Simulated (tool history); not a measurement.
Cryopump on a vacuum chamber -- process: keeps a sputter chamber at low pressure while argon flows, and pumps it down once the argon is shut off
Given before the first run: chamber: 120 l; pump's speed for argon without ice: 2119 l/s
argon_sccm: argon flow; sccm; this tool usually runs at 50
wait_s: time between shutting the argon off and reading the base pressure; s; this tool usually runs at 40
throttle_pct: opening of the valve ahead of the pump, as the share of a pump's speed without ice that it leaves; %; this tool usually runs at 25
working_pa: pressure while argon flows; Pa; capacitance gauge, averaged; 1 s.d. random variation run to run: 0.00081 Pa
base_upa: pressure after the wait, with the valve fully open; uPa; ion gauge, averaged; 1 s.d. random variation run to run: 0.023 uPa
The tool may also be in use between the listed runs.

Run 1, hour 0.0: usual settings. Result: working_pa 0.1649 Pa, base_upa 0.81 uPa.
Run 2, hour 55.8: usual settings. Result: working_pa 0.1654 Pa, base_upa 0.84 uPa.
Run 3, hour 139.0: usual settings. Result: working_pa 0.1660 Pa, base_upa 0.86 uPa.
Run 4, hour 180.2: usual settings but wait_s 88 s. Result: working_pa 0.1651 Pa, base_upa 0.48 uPa.
Run 5, hour 246.5: usual settings. Result: working_pa 0.1665 Pa, base_upa 0.84 uPa.
Run 6, hour 323.4: usual settings. Result: working_pa 0.1674 Pa, base_upa 0.84 uPa.
At hour 410.8: pump warmed up, emptied and cooled again.
Run 7, hour 420.8: usual settings. Result: working_pa 0.1622 Pa, base_upa 0.84 uPa.
Run 8, hour 462.9: usual settings but throttle_pct 22 %. Result: working_pa 0.1813 Pa, base_upa 0.81 uPa.
Run 9, hour 519.2: usual settings. Result: working_pa 0.1618 Pa, base_upa 0.84 uPa.
Run 10, hour 590.1: usual settings. Result: working_pa 0.1578 Pa, base_upa 0.85 uPa.
Run 11, hour 650.2: usual settings. Result: working_pa 0.1614 Pa, base_upa 0.85 uPa.
Run 12, hour 702.0: usual settings but argon_sccm 47 sccm. Result: working_pa 0.1511 Pa, base_upa 0.88 uPa.

Run 13 is up next; what results do you expect?
Run 13, hour 794.6: usual settings but argon_sccm 26 sccm. Result: working_pa ?, base_upa ?.

Run 13 gave working_pa 0.0835 Pa, base_upa 0.89 uPa.
Without the tool's hidden state the same run would have given working_pa 0.0824 Pa, base_upa 0.77 uPa.
